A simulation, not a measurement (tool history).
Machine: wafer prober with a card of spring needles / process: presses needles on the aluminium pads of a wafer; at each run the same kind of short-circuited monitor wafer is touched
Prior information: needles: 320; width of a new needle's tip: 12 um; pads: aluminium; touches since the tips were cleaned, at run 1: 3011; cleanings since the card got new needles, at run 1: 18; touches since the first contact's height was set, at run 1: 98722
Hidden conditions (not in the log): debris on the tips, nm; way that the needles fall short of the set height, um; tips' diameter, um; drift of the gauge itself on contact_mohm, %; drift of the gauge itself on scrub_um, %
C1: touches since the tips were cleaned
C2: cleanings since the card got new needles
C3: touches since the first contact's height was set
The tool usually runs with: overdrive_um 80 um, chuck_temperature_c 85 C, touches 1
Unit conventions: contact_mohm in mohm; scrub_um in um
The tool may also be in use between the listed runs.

run 1 hour=0 | overdrive_um=80 chuck_temperature_c=85 touches=1 | C1=3011 C2=18 C3=98722 | contact_mohm=140 scrub_um=21.63
-- hour=5.4 tips cleaned on abrasive film
-- hour=19.5 tips cleaned on abrasive film
-- hour=31.8 tips cleaned on abrasive film
run 2 hour=39.7 | overdrive_um=80 chuck_temperature_c=85 touches=1 | C1=3276 C2=21 C3=114954 | contact_mohm=145 scrub_um=21.63
-- hour=42 height of the first contact set anew
-- hour=44.9 tips cleaned on abrasive film
-- hour=56.9 tips cleaned on abrasive film
-- hour=70.2 tips cleaned on abrasive film
run 3 hour=70.2 | overdrive_um=80 chuck_temperature_c=85 touches=1 | C1=0 C2=24 C3=11479 | contact_mohm=139 scrub_um=21.62
-- hour=83.6 tips cleaned on abrasive film
-- hour=95.7 tips cleaned on abrasive film
run 4 hour=105 | overdrive_um=80 chuck_temperature_c=85 touches=1 | C1=3836 C2=26 C3=25746 | contact_mohm=141 scrub_um=21.65
-- hour=107.9 tips cleaned on abrasive film
-- hour=119.6 tips cleaned on abrasive film
-- hour=132.3 tips cleaned on abrasive film
run 5 hour=143.1 | overdrive_um=80 chuck_temperature_c=85 touches=1 | C1=4437 C2=29 C3=41281 | contact_mohm=142 scrub_um=21.63
-- hour=145.1 tips cleaned on abrasive film
-- hour=158.1 tips cleaned on abrasive film
-- hour=171.4 tips cleaned on abrasive film
run 6 hour=178.6 | overdrive_um=80 chuck_temperature_c=85 touches=1 | C1=2956 C2=32 C3=55769 | contact_mohm=141 scrub_um=21.59
-- hour=183.7 tips cleaned on abrasive film
-- hour=195.5 tips cleaned on abrasive film
run 7 hour=195.5 | overdrive_um=80 chuck_temperature_c=85 touches=1 | C1=0 C2=34 C3=62668 | contact_mohm=141 scrub_um=21.63
-- hour=206.9 tips cleaned on abrasive film
-- hour=219.5 tips cleaned on abrasive film
run 8 hour=219.5 | overdrive_um=80 chuck_temperature_c=85 touches=1 | C1=0 C2=36 C3=72478 | contact_mohm=140 scrub_um=21.66
-- hour=233.5 tips cleaned on abrasive film
-- hour=245.3 tips cleaned on abrasive film
run 9 hour=245.3 | overdrive_um=80 chuck_temperature_c=85 touches=1 | C1=0 C2=38 C3=83025 | contact_mohm=137 scrub_um=21.6
-- hour=259.2 tips cleaned on abrasive film
run 10 hour=265.3 | overdrive_um=80 chuck_temperature_c=85 touches=1 | C1=2524 C2=39 C3=91207 | contact_mohm=144 scrub_um=21.61
-- hour=272.3 tips cleaned on abrasive film
-- hour=285.4 tips cleaned on abrasive film
-- hour=297.9 tips cleaned on abrasive film
run 11 hour=305.3 | overdrive_um=80 chuck_temperature_c=85 touches=1 | C1=3045 C2=42 C3=107548 | contact_mohm=142 scrub_um=21.62
-- hour=310 tips cleaned on abrasive film
-- hour=322.5 tips cleaned on abrasive film
-- hour=325.6 height of the first contact set anew
run 12 hour=332.8 | overdrive_um=80 chuck_temperature_c=85 touches=1 | C1=4135 C2=44 C3=2976 | contact_mohm=139 scrub_um=21.61
-- hour=335.7 tips cleaned on abrasive film
-- hour=348.7 tips cleaned on abrasive film
-- hour=362.5 tips cleaned on abrasive film
run 13 hour=369.6 | overdrive_um=80 chuck_temperature_c=85 touches=1 | C1=2917 C2=47 C3=18011 | contact_mohm=138 scrub_um=21.62
-- hour=374.9 tips cleaned on abrasive film
-- hour=388.5 tips cleaned on abrasive film
-- hour=401.9 tips cleaned on abrasive film
run 14 hour=402.1 | overdrive_um=80 chuck_temperature_c=85 touches=1 | C1=80 C2=50 C3=31252 | contact_mohm=140 scrub_um=21.64
-- hour=415 tips cleaned on abrasive film
-- hour=428.6 tips cleaned on abrasive film
run 15 hour=428.6 | overdrive_um=80 chuck_temperature_c=85 touches=1 | C1=0 C2=52 C3=42071 | contact_mohm=140 scrub_um=21.62
-- hour=439.9 tips cleaned on abrasive film
-- hour=453.1 tips cleaned on abrasive film
run 16 hour=456.1 | overdrive_um=70 chuck_temperature_c=36 touches=2 | C1=1212 C2=54 C3=53318 | contact_mohm=134 scrub_um=18.94
-- hour=464.5 tips cleaned on abrasive film
-- hour=476.7 tips cleaned on abrasive film
run 17 hour=487.3 | overdrive_um=70 chuck_temperature_c=112 touches=1 | C1=4366 C2=56 C3=66072 | contact_mohm=146 scrub_um=18.91
-- hour=489.4 tips cleaned on abrasive film
-- hour=500.8 tips cleaned on abrasive film
-- hour=512.3 tips cleaned on abrasive film
-- hour=524.5 tips cleaned on abrasive film
run 18 hour=528.6 | overdrive_um=94 chuck_temperature_c=38 touches=1 | C1=1692 C2=60 C3=82949 | contact_mohm=134 scrub_um=25.4
-- hour=536.5 tips cleaned on abrasive film
-- hour=549.5 tips cleaned on abrasive film
-- hour=562.1 tips cleaned on abrasive film
run 19 hour=566.5 | overdrive_um=90 chuck_temperature_c=27 touches=3 | C1=1810 C2=63 C3=98408 | contact_mohm=131 scrub_um=24.34
-- hour=576.1 tips cleaned on abrasive film
-- hour=588.8 tips cleaned on abrasive film
-- hour=601.9 tips cleaned on abrasive film
run 20 hour=605 | overdrive_um=90 chuck_temperature_c=27 touches=3 | C1=1276 C2=66 C3=114147 | contact_mohm=130 scrub_um=24.32
-- hour=610.8 height of the first contact set anew
-- hour=613.8 tips cleaned on abrasive film
-- hour=626 tips cleaned on abrasive film
run 21 hour=628.1 | overdrive_um=90 chuck_temperature_c=27 touches=2 | C1=851 C2=68 C3=7022 | contact_mohm=131 scrub_um=24.34
-- hour=639.5 tips cleaned on abrasive film
-- hour=652.2 tips cleaned on abrasive film
run 22 hour=653.8 | overdrive_um=67 chuck_temperature_c=77 touches=3 | C1=629 C2=70 C3=17512 | contact_mohm=139 scrub_um=18.1
-- hour=664.2 tips cleaned on abrasive film
-- hour=677.2 tips cleaned on abrasive film
run 23 hour=683 | overdrive_um=67 chuck_temperature_c=77 touches=3 | C1=2352 C2=72 C3=29444 | contact_mohm=139 scrub_um=18.1
-- hour=691.3 tips cleaned on abrasive film
-- hour=703.2 tips cleaned on abrasive film
run 24 hour=705.9 | overdrive_um=66 chuck_temperature_c=31 touches=1 | C1=1136 C2=74 C3=38824 | contact_mohm=135 scrub_um=17.83
-- hour=715 tips cleaned on abrasive film
-- hour=727.9 tips cleaned on abrasive film
run 25 hour=736.3 | overdrive_um=66 chuck_temperature_c=31 touches=1 | C1=3424 C2=76 C3=51227 | contact_mohm=136 scrub_um=17.86
-- hour=741.4 tips cleaned on abrasive film
-- hour=753.6 tips cleaned on abrasive film
-- hour=766.1 tips cleaned on abrasive film
run 26 hour=773.8 | overdrive_um=92 chuck_temperature_c=81 touches=2 | C1=3172 C2=79 C3=66577 | contact_mohm=139 scrub_um=24.89
-- hour=779.3 tips cleaned on abrasive film
-- hour=792.7 tips cleaned on abrasive film
run 27 hour=792.8 | overdrive_um=92 chuck_temperature_c=81 touches=1 | C1=41 C2=81 C3=74312 | contact_mohm=142 scrub_um=24.85
-- hour=804.3 tips cleaned on abrasive film
run 28 hour=815.4 | overdrive_um=92 chuck_temperature_c=81 touches=1 | C1=4586 C2=82 C3=83566 | contact_mohm=140 scrub_um=24.89

Predict each of these 5 candidate next runs independently; none follows another, all start after run 28:
-- hour=818.3 tips cleaned on abrasive film
-- hour=831 tips cleaned on abrasive film
run A hour=841.3 | overdrive_um=84 chuck_temperature_c=91 touches=1 | C1=4254 C2=84 C3=94143 | contact_mohm=? scrub_um=?
-- hour=818.3 tips cleaned on abrasive film
-- hour=831 tips cleaned on abrasive film
run B hour=841.3 | overdrive_um=96 chuck_temperature_c=62 touches=1 | C1=4254 C2=84 C3=94143 | contact_mohm=? scrub_um=?
-- hour=818.3 tips cleaned on abrasive film
-- hour=831 tips cleaned on abrasive film
run C hour=841.3 | overdrive_um=80 chuck_temperature_c=61 touches=2 | C1=4254 C2=84 C3=94143 | contact_mohm=? scrub_um=?
-- hour=818.3 tips cleaned on abrasive film
-- hour=831 tips cleaned on abrasive film
run D hour=841.3 | overdrive_um=92 chuck_temperature_c=81 touches=3 | C1=4254 C2=84 C3=94143 | contact_mohm=? scrub_um=?
-- hour=818.3 tips cleaned on abrasive film
-- hour=831 tips cleaned on abrasive film
run E hour=841.3 | overdrive_um=92 chuck_temperature_c=32 touches=2 | C1=4254 C2=84 C3=94143 | contact_mohm=? scrub_um=?

run=A contact_mohm=141 scrub_um=22.69
run=B contact_mohm=136 scrub_um=25.97
run=C contact_mohm=138 scrub_um=21.65
run=D contact_mohm=141 scrub_um=24.86
run=E contact_mohm=132 scrub_um=24.83
Stripped of hidden state, with their random variation kept, the same runs would have yielded:
run=A contact_mohm=140 scrub_um=22.69
run=B contact_mohm=136 scrub_um=25.97
run=C contact_mohm=138 scrub_um=21.65
run=D contact_mohm=141 scrub_um=24.86
run=E contact_mohm=131 scrub_um=24.83
